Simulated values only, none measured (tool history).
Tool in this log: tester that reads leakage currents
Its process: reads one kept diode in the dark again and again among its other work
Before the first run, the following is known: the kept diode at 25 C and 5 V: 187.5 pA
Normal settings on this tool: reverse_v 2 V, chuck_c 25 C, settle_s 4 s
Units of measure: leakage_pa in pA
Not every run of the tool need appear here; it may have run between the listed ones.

| run | hour | reverse_v | chuck_c | settle_s | leakage_pa |
|---|---|---|---|---|---|
| 1 | 0 | 2 | 25 | 4 | 123.34 |
| 2 | 192.6 | 2 | 25 | 4 | 123.53 |
| 3 | 407.6 | 14.8 | 25 | 4 | 307.68 |
| 4 | 646.2 | 14.8 | 25 | 4 | 307.59 |
| 5 | 873.3 | 2 | 21 | 4 | 84.07 |
| 6 | 1083.2 | 2 | 25 | 4 | 122.79 |
| 7 | 1185.1 | 2 | 25 | 4 | 122.68 |
| 8 | 1357.8 | 2 | 25 | 4 | 121.88 |
| 9 | 1602.9 | 2 | 25 | 4 | 121.09 |
|  | 1704.2 | chuck's temperature calibrated |
| 10 | 1775.7 | 2 | 25 | 4 | 128.59 |
| 11 | 1951.6 | 2 | 44 | 4 | 679.28 |
| 12 | 2095.7 | 2 | 44 | 4 | 680.11 |
| 13 | 2279.4 | 2 | 25 | 4 | 128.27 |
| 14 | 2503 | 2 | 25 | 4 | 127.67 |
| 15 | 2705.2 | 2 | 25 | 3.03 | 128.01 |
| 16 | 2918.7 | 2 | 25 | 3.03 | 128.1 |
| 17 | 3074.6 | 2 | 25 | 3.03 | 127.79 |
| 18 | 3263.7 | 2 | 25 | 3.03 | 127.7 |
| 19 | 3406.9 | 1.76 | 25 | 3.03 | 120.16 |
| 20 | 3634.9 | 2 | 25 | 4 | 126.87 |
|  | 3814.7 | tester calibrated |
| 21 | 3829 | 2 | 25 | 0.33 | 125.52 |
| 22 | 4025.2 | 6.12 | 29 | 1.22 | 299.73 |
| 23 | 4203.5 | 3.07 | 25 | 3.11 | 150.78 |
| 24 | 4317.6 | 3.07 | 25 | 3.11 | 150.41 |
| 25 | 4478.6 | 3.07 | 25 | 3.11 | 150.83 |
| 26 | 4608.1 | 3.07 | 25 | 3.11 | 151.18 |
| 27 | 4750.7 | 10.77 | 42 | 3.11 | 1168.02 |
| 28 | 4980.5 | 10.77 | 43 | 0.36 | 1281.87 |
| 29 | 5093.8 | 10.77 | 43 | 0.36 | 1278.11 |
| 30 | 5319.6 | 3.19 | 21 | 0.35 | 108.76 |
|  | 5472.4 | chuck's temperature calibrated |
| 31 | 5535.8 | 1.45 | 25 | 0.5 | 112.55 |
| 32 | 5697.5 | 3.67 | 25 | 4 | 173.84 |
| 33 | 5849.4 | 2.76 | 25 | 1.24 | 150.98 |
| 34 | 5960.8 | 2 | 29 | 1.07 | 186.08 |
|  | 6087 | probe card cleaned and baked |
| 35 | 6087.9 | 2 | 33 | 0.36 | 260.95 |
| 36 | 6296.9 | 2.89 | 25 | 1.12 | 148.11 |
| 37 | 6533.4 | 2.26 | 30 | 5.17 | 208.04 |
| 38 | 6720.7 | 17.17 | 22 | 2.2 | 251.03 |
| 39 | 6842.7 | 17.17 | 22 | 2.2 | 252.13 |

Alternative continuations, all from the tool just after run 39; predict every row:
| A | 7088.1 | 2.82 | 25 | 4.55 | ? |
| B | 7088.1 | 17.17 | 31 | 9.67 | ? |
| C | 7088.1 | 4.99 | 44 | 0.85 | ? |
| D | 7088.1 | 14.59 | 52 | 6.36 | ? |

| run | leakage_pa |
|---|---|
| A | 143.77 |
| B | 568.15 |
| C | 992.85 |
| D | 3083.38 |
Had the tool no hidden state, the same runs would have come out as:
| run | leakage_pa |
|---|---|
| A | 144.13 |
| B | 566.81 |
| C | 998.6 |
| D | 3099 |

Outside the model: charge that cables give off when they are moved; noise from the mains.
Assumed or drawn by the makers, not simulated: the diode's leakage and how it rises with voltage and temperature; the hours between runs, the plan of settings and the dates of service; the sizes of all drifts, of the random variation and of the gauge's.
